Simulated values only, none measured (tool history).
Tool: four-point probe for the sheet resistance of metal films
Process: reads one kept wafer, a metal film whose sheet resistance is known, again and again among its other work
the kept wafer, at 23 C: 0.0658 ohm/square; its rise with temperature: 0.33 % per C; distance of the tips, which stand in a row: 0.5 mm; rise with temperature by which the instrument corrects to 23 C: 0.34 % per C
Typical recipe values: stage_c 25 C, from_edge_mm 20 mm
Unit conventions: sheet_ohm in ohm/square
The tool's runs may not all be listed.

run 1 day=0 | stage_c=25 from_edge_mm=20 | sheet_ohm=0.065595
run 2 day=2.221 | stage_c=27 from_edge_mm=20 | sheet_ohm=0.065594
run 3 day=3.267 | stage_c=25 from_edge_mm=20 | sheet_ohm=0.065609
run 4 day=4.704 | stage_c=25 from_edge_mm=20 | sheet_ohm=0.065626
run 5 day=6.404 | stage_c=25 from_edge_mm=16 | sheet_ohm=0.065629
run 6 day=8.575 | stage_c=25 from_edge_mm=51 | sheet_ohm=0.065591
run 7 day=10.158 | stage_c=27 from_edge_mm=51 | sheet_ohm=0.06559
run 8 day=12.071 | stage_c=29 from_edge_mm=3 | sheet_ohm=0.066572
run 9 day=13.888 | stage_c=33 from_edge_mm=13 | sheet_ohm=0.065601

For run 10, what comes out?
run 10 day=15.921 | stage_c=33 from_edge_mm=35 | sheet_ohm=?

{"run 10": {"sheet_ohm": 0.065559}}
Without the tool's hidden state the same run would have given sheet_ohm 0.065724 ohm/square.

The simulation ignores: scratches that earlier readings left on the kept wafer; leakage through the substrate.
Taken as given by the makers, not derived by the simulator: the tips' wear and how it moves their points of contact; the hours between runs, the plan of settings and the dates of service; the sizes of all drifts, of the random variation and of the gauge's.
